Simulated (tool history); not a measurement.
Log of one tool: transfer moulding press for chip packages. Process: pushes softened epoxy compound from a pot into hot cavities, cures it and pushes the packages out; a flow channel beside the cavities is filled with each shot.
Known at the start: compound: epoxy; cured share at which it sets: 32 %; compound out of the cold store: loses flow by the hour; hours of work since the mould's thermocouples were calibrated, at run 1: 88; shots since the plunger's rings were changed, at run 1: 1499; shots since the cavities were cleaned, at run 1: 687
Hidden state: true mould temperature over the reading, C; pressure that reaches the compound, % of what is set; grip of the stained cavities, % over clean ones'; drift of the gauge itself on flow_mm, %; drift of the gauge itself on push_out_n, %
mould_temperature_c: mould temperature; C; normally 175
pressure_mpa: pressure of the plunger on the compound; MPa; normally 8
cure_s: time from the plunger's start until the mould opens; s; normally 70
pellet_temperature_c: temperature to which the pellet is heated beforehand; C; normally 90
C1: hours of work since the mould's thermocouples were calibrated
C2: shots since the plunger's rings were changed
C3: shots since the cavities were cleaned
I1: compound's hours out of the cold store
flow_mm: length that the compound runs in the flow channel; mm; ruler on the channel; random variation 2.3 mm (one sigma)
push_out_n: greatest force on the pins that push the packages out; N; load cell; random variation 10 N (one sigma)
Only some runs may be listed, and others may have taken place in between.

Run 1, day 0: usual settings; C1 88; C2 1499; C3 687; I1 17. Result: flow_mm 674 mm, push_out_n 877 N.
Run 2, day 0.392: usual settings but pressure_mpa 8.14 MPa; C1 92; C2 1586; C3 774; I1 39.4. Result: flow_mm 598 mm, push_out_n 862 N.
Run 3, day 0.788: usual settings but pressure_mpa 8.14 MPa; C1 96; C2 1673; C3 861; I1 40.2. Result: flow_mm 594 mm, push_out_n 852 N.
Run 4, day 1.329: usual settings but pressure_mpa 8.14 MPa; C1 101; C2 1793; C3 981; I1 31.9. Result: flow_mm 623 mm, push_out_n 934 N.
At day 1.683: cavities cleaned with cleaning compound and waxed.
Run 5, day 1.775: usual settings but pressure_mpa 8.14 MPa; C1 105; C2 1878; C3 20; I1 17.5. Result: flow_mm 674 mm, push_out_n 491 N.
Run 6, day 2.392: usual settings; C1 111; C2 2014; C3 156; I1 33.5. Result: flow_mm 604 mm, push_out_n 595 N.
Run 7, day 2.654: usual settings; C1 114; C2 2072; C3 214; I1 32.4. Result: flow_mm 614 mm, push_out_n 625 N.
Run 8, day 2.946: usual settings but cure_s 52 s; C1 117; C2 2137; C3 279; I1 38.3. Result: flow_mm 592 mm, push_out_n 1088 N.
Run 9, day 3.488: usual settings but cure_s 52 s; C1 122; C2 2257; C3 399; I1 43.3. Result: flow_mm 571 mm, push_out_n 1183 N.
Run 10, day 4.054: usual settings; C1 128; C2 2382; C3 524; I1 35.7. Result: flow_mm 597 mm, push_out_n 782 N.
Run 11, day 4.558: usual settings but cure_s 58 s; C1 133; C2 2495; C3 637; I1 39.4. Result: flow_mm 581 mm, push_out_n 1073 N.
Run 12, day 5.104: usual settings but cure_s 58 s; C1 138; C2 2615; C3 757; I1 22.9. Result: flow_mm 639 mm, push_out_n 1183 N.
Run 13, day 5.704: usual settings but cure_s 58 s; C1 144; C2 2749; C3 891; I1 38.8. Result: flow_mm 579 mm, push_out_n 1142 N.
Run 14, day 6.25: usual settings but cure_s 58 s; C1 150; C2 2869; C3 1011; I1 33.9. Result: flow_mm 601 mm, push_out_n 1212 N.
At day 6.438: cavities cleaned with cleaning compound and waxed.
At day 6.85: plunger's sealing rings changed.
Run 15, day 7.008: usual settings but cure_s 102 s; C1 156; C2 35; C3 103; I1 35. Result: flow_mm 621 mm, push_out_n 490 N.
Run 16, day 7.3: usual settings but pressure_mpa 9.4 MPa, cure_s 102 s, pellet_temperature_c 81 C; C1 159; C2 100; C3 168; I1 15.8. Result: flow_mm 751 mm, push_out_n 524 N.
Run 17, day 7.833: usual settings but pressure_mpa 9.4 MPa, cure_s 102 s, pellet_temperature_c 81 C; C1 164; C2 218; C3 286; I1 31.9. Result: flow_mm 688 mm, push_out_n 575 N.
Run 18, day 8.1: usual settings but pressure_mpa 9.87 MPa, cure_s 102 s, pellet_temperature_c 81 C; C1 166; C2 277; C3 345; I1 47.1. Result: flow_mm 646 mm, push_out_n 620 N.
Run 19, day 8.683: usual settings but mould_temperature_c 180 C, pressure_mpa 6.5 MPa, cure_s 99 s; C1 172; C2 406; C3 474; I1 23.1. Result: flow_mm 581 mm, push_out_n 658 N.
Run 20, day 9.1: usual settings but mould_temperature_c 171 C, pressure_mpa 8.36 MPa; C1 176; C2 499; C3 567; I1 8.2. Result: flow_mm 752 mm, push_out_n 1032 N.
Run 21, day 9.717: usual settings but mould_temperature_c 178 C, pressure_mpa 6.18 MPa, cure_s 68 s, pellet_temperature_c 99 C; C1 183; C2 635; C3 703; I1 35.6. Result: flow_mm 531 mm, push_out_n 785 N.
Run 22, day 10.125: usual settings but mould_temperature_c 178 C, pressure_mpa 6.18 MPa, cure_s 68 s, pellet_temperature_c 99 C; C1 187; C2 725; C3 793; I1 27.6. Result: flow_mm 552 mm, push_out_n 794 N.
Run 23, day 10.579: usual settings but mould_temperature_c 178 C, pressure_mpa 6.18 MPa, cure_s 68 s, pellet_temperature_c 99 C; C1 191; C2 826; C3 894; I1 8.5. Result: flow_mm 617 mm, push_out_n 854 N.
Run 24, day 11.079: usual settings but mould_temperature_c 178 C, pressure_mpa 6.18 MPa, cure_s 68 s, pellet_temperature_c 99 C; C1 196; C2 937; C3 1005; I1 45.8. Result: flow_mm 499 mm, push_out_n 861 N.
At day 11.292: cavities cleaned with cleaning compound and waxed.
Run 25, day 11.396: usual settings but mould_temperature_c 169 C, pressure_mpa 6.26 MPa, cure_s 61 s, pellet_temperature_c 99 C; C1 199; C2 993; C3 23; I1 24.9. Result: flow_mm 592 mm, push_out_n 966 N.
Run 26, day 11.646: usual settings but mould_temperature_c 180 C, cure_s 60 s; C1 201; C2 1049; C3 79; I1 12.5. Result: flow_mm 679 mm, push_out_n 545 N.
Run 27, day 12.142: usual settings but pressure_mpa 9.7 MPa, cure_s 102 s, pellet_temperature_c 95 C; C1 206; C2 1158; C3 188; I1 16.2. Result: flow_mm 745 mm, push_out_n 555 N.
Run 28, day 12.467: usual settings but pellet_temperature_c 100 C; C1 209; C2 1230; C3 260; I1 38.6. Result: flow_mm 592 mm, push_out_n 644 N.
Run 29, day 12.85: usual settings but mould_temperature_c 170 C, cure_s 72 s, pellet_temperature_c 86 C; C1 213; C2 1315; C3 345; I1 34.7. Result: flow_mm 627 mm, push_out_n 855 N.
Run 30, day 13.212: usual settings but mould_temperature_c 170 C, pressure_mpa 9.27 MPa, cure_s 62 s, pellet_temperature_c 96 C; C1 217; C2 1395; C3 425; I1 41.4. Result: flow_mm 653 mm, push_out_n 1163 N.

Some steps in flow_mm, run to run, broken into two amounts with sign: the step expected even without the hidden condition (settings, incoming material, random variation), and the rest, left for the hidden condition together with whatever gauge scatter is not in both the measured and the hidden-condition-free result:
Run 11 -> 12: nothing adjusted, nothing logged. flow_mm +58 mm: hidden state -3, all else +61.
Run 14 -> 15: cure_s 58 -> 102, cavities cleaned with cleaning compound and waxed, plunger's sealing rings changed. flow_mm +20 mm: hidden state +24, all else -4.
Run 19 -> 20: mould_temperature_c 180 -> 171, pressure_mpa 6.5 -> 8.36, cure_s 99 -> 70. flow_mm +171 mm: hidden state -3, all else +174.
Run 20 -> 21: mould_temperature_c 171 -> 178, pressure_mpa 8.36 -> 6.18, cure_s 70 -> 68, pellet_temperature_c 90 -> 99. flow_mm -221 mm: hidden state +1, all else -222.
Run 27 -> 28: pressure_mpa 9.7 -> 8, cure_s 102 -> 70, pellet_temperature_c 95 -> 100. flow_mm -153 mm: hidden state +3, all else -156.
